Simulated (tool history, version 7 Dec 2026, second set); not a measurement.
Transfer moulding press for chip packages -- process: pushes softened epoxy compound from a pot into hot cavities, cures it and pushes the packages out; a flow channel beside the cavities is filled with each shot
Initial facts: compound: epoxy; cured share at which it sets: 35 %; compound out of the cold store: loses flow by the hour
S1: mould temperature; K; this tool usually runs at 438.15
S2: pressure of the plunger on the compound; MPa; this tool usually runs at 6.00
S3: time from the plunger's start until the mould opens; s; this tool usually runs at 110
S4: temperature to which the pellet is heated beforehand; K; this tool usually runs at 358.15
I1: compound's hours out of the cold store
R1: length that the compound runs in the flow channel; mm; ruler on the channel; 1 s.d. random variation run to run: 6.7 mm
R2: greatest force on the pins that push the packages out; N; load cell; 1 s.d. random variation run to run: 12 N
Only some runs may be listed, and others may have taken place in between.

run,hour,S1,S2,S3,S4,I1,R1,R2
1,0.0,438.15,6.00,110,358.15,12.2,780,580
2,45.8,438.15,6.41,110,358.15,17.4,818,752
3,87.2,430.15,6.41,110,358.15,10.9,860,1790
# hour 123.4: cavities cleaned with cleaning compound and waxed
4,136.3,438.15,6.00,138,358.15,19.1,767,450
5,198.0,438.15,6.00,138,358.15,37.3,713,619
# hour 249.3: cavities cleaned with cleaning compound and waxed
6,274.5,438.15,6.00,138,358.15,45.7,702,477
7,319.9,438.15,6.00,138,358.15,10.7,766,614
# hour 377.7: cavities cleaned with cleaning compound and waxed
# hour 391.3: mould's thermocouples calibrated
8,396.2,438.15,6.00,138,358.15,37.0,694,484
9,443.1,446.15,6.00,110,358.15,44.1,649,557
# hour 494.3: plunger's sealing rings changed
10,501.0,446.15,6.00,110,358.15,19.6,757,665
# hour 506.7: cavities cleaned with cleaning compound and waxed
11,571.7,446.15,6.00,110,358.15,16.6,762,577
# hour 632.3: cavities cleaned with cleaning compound and waxed
12,652.2,446.15,6.00,110,358.15,31.4,723,470
13,700.6,441.15,6.00,110,358.15,19.6,768,683
14,744.2,438.15,6.00,110,358.15,28.9,756,940
# hour 755.8: cavities cleaned with cleaning compound and waxed
15,819.9,444.15,6.00,112,358.15,44.2,703,594
# hour 884.0: cavities cleaned with cleaning compound and waxed
16,884.3,444.15,6.00,112,358.15,14.2,747,403
17,957.0,444.15,7.41,116,358.15,11.9,826,584
# hour 1011.5: cavities cleaned with cleaning compound and waxed
18,1027.4,437.15,5.61,117,364.15,36.5,675,587
19,1066.8,438.15,6.00,110,353.15,32.8,704,827
# hour 1141.7: cavities cleaned with cleaning compound and waxed
20,1147.7,438.15,6.53,110,353.15,41.4,719,565
# hour 1235.4: plunger's sealing rings changed
21,1235.4,438.15,6.53,110,353.15,31.0,808,877
# hour 1272.3: cavities cleaned with cleaning compound and waxed
22,1289.9,440.15,6.45,100,360.15,45.0,751,636
23,1354.0,431.15,7.40,100,360.15,15.0,926,1958
# hour 1396.0: cavities cleaned with cleaning compound and waxed
24,1416.3,431.15,7.40,100,360.15,10.1,938,1493
25,1467.4,431.15,7.40,100,360.15,35.4,854,1795
26,1513.0,438.15,5.33,110,358.15,19.6,725,928
# hour 1521.9: cavities cleaned with cleaning compound and waxed
27,1579.9,438.15,6.09,110,358.15,28.8,742,742

What if the next run were any one of these 3? Each begins from the tool's condition after run 27:
# hour 1646.1: cavities cleaned with cleaning compound and waxed
A,1663.6,433.15,5.25,111,358.15,47.7,?,?
# hour 1646.1: cavities cleaned with cleaning compound and waxed
B,1663.6,438.15,5.26,133,358.15,25.8,?,?
# hour 1646.1: cavities cleaned with cleaning compound and waxed
C,1663.6,443.15,5.93,110,358.15,42.9,?,?

run,R1,R2
A,661,839
B,686,504
C,675,460
Take away the tool's hidden state, keep each run's random variation, and the runs would have read:
run,R1,R2
A,711,792
B,738,452
C,726,410

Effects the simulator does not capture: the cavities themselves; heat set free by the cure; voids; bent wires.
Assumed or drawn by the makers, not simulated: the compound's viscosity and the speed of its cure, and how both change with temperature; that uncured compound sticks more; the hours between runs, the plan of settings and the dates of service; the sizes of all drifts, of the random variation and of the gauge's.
